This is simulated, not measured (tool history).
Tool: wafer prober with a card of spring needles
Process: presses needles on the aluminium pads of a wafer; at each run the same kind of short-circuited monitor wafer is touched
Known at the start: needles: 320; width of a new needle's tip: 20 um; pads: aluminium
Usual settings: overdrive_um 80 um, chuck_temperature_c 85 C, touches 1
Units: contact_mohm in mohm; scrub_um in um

| run | day | overdrive_um | chuck_temperature_c | touches | contact_mohm | scrub_um |
|---|---|---|---|---|---|---|
| 1 | 0.000 | 80 | 85 | 1 | 247 | 16.31 |
|  | 0.442 | tips cleaned on abrasive film |
|  | 0.992 | tips cleaned on abrasive film |
|  | 1.429 | tips cleaned on abrasive film |
|  | 1.979 | tips cleaned on abrasive film |
|  | 2.529 | tips cleaned on abrasive film |
| 2 | 2.904 | 80 | 85 | 1 | 277 | 16.28 |
|  | 3.017 | tips cleaned on abrasive film |
|  | 3.454 | tips cleaned on abrasive film |
|  | 4.004 | tips cleaned on abrasive film |
|  | 4.446 | tips cleaned on abrasive film |
|  | 4.996 | tips cleaned on abrasive film |
|  | 5.433 | tips cleaned on abrasive film |
| 3 | 5.729 | 80 | 85 | 1 | 273 | 16.26 |
|  | 5.950 | tips cleaned on abrasive film |
|  | 6.500 | tips cleaned on abrasive film |
|  | 7.050 | tips cleaned on abrasive film |
|  | 7.600 | tips cleaned on abrasive film |
|  | 8.146 | tips cleaned on abrasive film |
|  | 8.696 | tips cleaned on abrasive film |
|  | 9.246 | tips cleaned on abrasive film |
|  | 9.588 | height of the first contact set anew |
| 4 | 9.642 | 80 | 85 | 1 | 281 | 16.43 |
|  | 9.754 | tips cleaned on abrasive film |
|  | 10.196 | tips cleaned on abrasive film |
|  | 10.746 | tips cleaned on abrasive film |
|  | 11.188 | tips cleaned on abrasive film |
|  | 11.733 | tips cleaned on abrasive film |
|  | 12.175 | tips cleaned on abrasive film |
|  | 12.725 | tips cleaned on abrasive film |
|  | 13.167 | tips cleaned on abrasive film |
| 5 | 13.558 | 80 | 85 | 1 | 279 | 16.34 |
|  | 13.671 | tips cleaned on abrasive film |
|  | 14.221 | tips cleaned on abrasive film |
|  | 14.771 | tips cleaned on abrasive film |
|  | 15.321 | tips cleaned on abrasive film |
|  | 15.762 | tips cleaned on abrasive film |
|  | 16.308 | tips cleaned on abrasive film |
|  | 16.858 | tips cleaned on abrasive film |
| 6 | 17.204 | 80 | 85 | 1 | 276 | 16.29 |
|  | 17.317 | tips cleaned on abrasive film |
|  | 17.758 | tips cleaned on abrasive film |
|  | 18.304 | tips cleaned on abrasive film |
|  | 18.854 | tips cleaned on abrasive film |
|  | 19.296 | tips cleaned on abrasive film |
| 7 | 19.708 | 80 | 85 | 1 | 284 | 16.24 |
|  | 19.821 | tips cleaned on abrasive film |
|  | 20.371 | tips cleaned on abrasive film |
|  | 20.808 | tips cleaned on abrasive film |
|  | 21.358 | tips cleaned on abrasive film |
|  | 21.800 | tips cleaned on abrasive film |
|  | 22.350 | tips cleaned on abrasive film |
|  | 22.792 | tips cleaned on abrasive film |
|  | 23.288 | tips cleaned on abrasive film |
| 8 | 23.288 | 80 | 85 | 1 | 224 | 16.19 |
|  | 23.729 | tips cleaned on abrasive film |
|  | 24.279 | tips cleaned on abrasive film |
|  | 24.829 | tips cleaned on abrasive film |
|  | 25.379 | tips cleaned on abrasive film |
|  | 25.500 | height of the first contact set anew |
|  | 25.938 | tips cleaned on abrasive film |
|  | 26.379 | tips cleaned on abrasive film |
|  | 26.929 | tips cleaned on abrasive film |
| 9 | 27.142 | 80 | 85 | 1 | 262 | 16.40 |
|  | 27.475 | tips cleaned on abrasive film |
|  | 27.912 | tips cleaned on abrasive film |
|  | 28.462 | tips cleaned on abrasive film |
|  | 29.012 | tips cleaned on abrasive film |
|  | 29.562 | tips cleaned on abrasive film |
| 10 | 29.708 | 80 | 85 | 1 | 264 | 16.36 |
|  | 30.038 | tips cleaned on abrasive film |
|  | 30.588 | tips cleaned on abrasive film |
|  | 31.029 | tips cleaned on abrasive film |
|  | 31.579 | tips cleaned on abrasive film |
|  | 32.125 | tips cleaned on abrasive film |
| 11 | 32.179 | 80 | 85 | 1 | 240 | 16.30 |
|  | 32.617 | tips cleaned on abrasive film |
|  | 33.167 | tips cleaned on abrasive film |
|  | 33.717 | tips cleaned on abrasive film |
| 12 | 34.083 | 64 | 85 | 1 | 316 | 13.00 |
|  | 34.196 | tips cleaned on abrasive film |
|  | 34.638 | tips cleaned on abrasive film |
|  | 35.188 | tips cleaned on abrasive film |
|  | 35.738 | tips cleaned on abrasive film |
| 13 | 36.008 | 91 | 85 | 1 | 264 | 18.49 |
|  | 36.233 | tips cleaned on abrasive film |
|  | 36.779 | tips cleaned on abrasive film |
|  | 37.329 | tips cleaned on abrasive film |
|  | 37.879 | tips cleaned on abrasive film |
|  | 38.400 | tips cleaned on abrasive film |
| 14 | 38.400 | 82 | 33 | 1 | 209 | 16.64 |
|  | 38.838 | tips cleaned on abrasive film |
|  | 39.388 | tips cleaned on abrasive film |
|  | 39.938 | tips cleaned on abrasive film |
|  | 40.488 | tips cleaned on abrasive film |
|  | 41.038 | tips cleaned on abrasive film |
| 15 | 41.079 | 82 | 33 | 1 | 230 | 16.58 |
|  | 41.417 | height of the first contact set anew |
|  | 41.533 | tips cleaned on abrasive film |
|  | 42.079 | tips cleaned on abrasive film |
|  | 42.629 | tips cleaned on abrasive film |
|  | 43.179 | tips cleaned on abrasive film |
|  | 43.621 | tips cleaned on abrasive film |
|  | 44.171 | tips cleaned on abrasive film |
|  | 44.608 | tips cleaned on abrasive film |
|  | 45.158 | tips cleaned on abrasive film |
| 16 | 45.296 | 82 | 55 | 3 | 228 | 16.76 |
|  | 45.625 | tips cleaned on abrasive film |
|  | 46.067 | tips cleaned on abrasive film |
|  | 46.617 | tips cleaned on abrasive film |
|  | 47.167 | tips cleaned on abrasive film |
|  | 47.712 | tips cleaned on abrasive film |
|  | 48.154 | tips cleaned on abrasive film |
|  | 48.704 | tips cleaned on abrasive film |
|  | 49.254 | tips cleaned on abrasive film |
| 17 | 49.283 | 82 | 60 | 2 | 219 | 16.71 |
|  | 49.725 | tips cleaned on abrasive film |
|  | 50.167 | tips cleaned on abrasive film |
|  | 50.717 | tips cleaned on abrasive film |
|  | 51.267 | tips cleaned on abrasive film |
|  | 51.704 | tips cleaned on abrasive film |
|  | 52.254 | tips cleaned on abrasive film |
| 18 | 52.312 | 82 | 60 | 3 | 223 | 16.67 |
|  | 52.750 | tips cleaned on abrasive film |
|  | 53.300 | tips cleaned on abrasive film |
|  | 53.742 | tips cleaned on abrasive film |
|  | 54.292 | tips cleaned on abrasive film |
|  | 54.842 | tips cleaned on abrasive film |
| 19 | 54.854 | 82 | 60 | 2 | 221 | 16.62 |
|  | 55.296 | tips cleaned on abrasive film |
|  | 55.846 | tips cleaned on abrasive film |
|  | 56.396 | tips cleaned on abrasive film |
|  | 56.946 | tips cleaned on abrasive film |
|  | 57.283 | height of the first contact set anew |
|  | 57.504 | tips cleaned on abrasive film |
|  | 58.054 | tips cleaned on abrasive film |
|  | 58.496 | tips cleaned on abrasive film |
|  | 59.046 | tips cleaned on abrasive film |
| 20 | 59.121 | 98 | 95 | 3 | 226 | 20.08 |
|  | 59.562 | tips cleaned on abrasive film |
|  | 60.112 | tips cleaned on abrasive film |
|  | 60.662 | tips cleaned on abrasive film |
|  | 61.100 | tips cleaned on abrasive film |
| 21 | 61.475 | 62 | 27 | 1 | 325 | 12.67 |

5 ways to go on from here, each from the tool as it stands after run 21. What would each give?
|  | 61.588 | tips cleaned on abrasive film |
|  | 62.138 | tips cleaned on abrasive film |
|  | 62.683 | tips cleaned on abrasive film |
|  | 63.233 | tips cleaned on abrasive film |
|  | 63.783 | tips cleaned on abrasive film |
|  | 64.225 | tips cleaned on abrasive film |
|  | 64.775 | tips cleaned on abrasive film |
| A | 64.879 | 91 | 64 | 2 | ? | ? |
|  | 61.588 | tips cleaned on abrasive film |
|  | 62.138 | tips cleaned on abrasive film |
|  | 62.683 | tips cleaned on abrasive film |
|  | 63.233 | tips cleaned on abrasive film |
|  | 63.783 | tips cleaned on abrasive film |
|  | 64.225 | tips cleaned on abrasive film |
|  | 64.775 | tips cleaned on abrasive film |
| B | 64.879 | 62 | 53 | 2 | ? | ? |
|  | 61.588 | tips cleaned on abrasive film |
|  | 62.138 | tips cleaned on abrasive film |
|  | 62.683 | tips cleaned on abrasive film |
|  | 63.233 | tips cleaned on abrasive film |
|  | 63.783 | tips cleaned on abrasive film |
|  | 64.225 | tips cleaned on abrasive film |
|  | 64.775 | tips cleaned on abrasive film |
| C | 64.879 | 62 | 62 | 2 | ? | ? |
|  | 61.588 | tips cleaned on abrasive film |
|  | 62.138 | tips cleaned on abrasive film |
|  | 62.683 | tips cleaned on abrasive film |
|  | 63.233 | tips cleaned on abrasive film |
|  | 63.783 | tips cleaned on abrasive film |
|  | 64.225 | tips cleaned on abrasive film |
|  | 64.775 | tips cleaned on abrasive film |
| D | 64.879 | 98 | 39 | 2 | ? | ? |
|  | 61.588 | tips cleaned on abrasive film |
|  | 62.138 | tips cleaned on abrasive film |
|  | 62.683 | tips cleaned on abrasive film |
|  | 63.233 | tips cleaned on abrasive film |
|  | 63.783 | tips cleaned on abrasive film |
|  | 64.225 | tips cleaned on abrasive film |
|  | 64.775 | tips cleaned on abrasive film |
| E | 64.879 | 80 | 87 | 3 | ? | ? |

| run | contact_mohm | scrub_um |
|---|---|---|
| A | 230 | 18.53 |
| B | 250 | 12.59 |
| C | 256 | 12.60 |
| D | 223 | 19.96 |
| E | 232 | 16.30 |
Without the tool's hidden state the same runs would have given:
| run | contact_mohm | scrub_um |
|---|---|---|
| A | 210 | 18.66 |
| B | 211 | 12.72 |
| C | 217 | 12.73 |
| D | 205 | 20.09 |
| E | 217 | 16.43 |
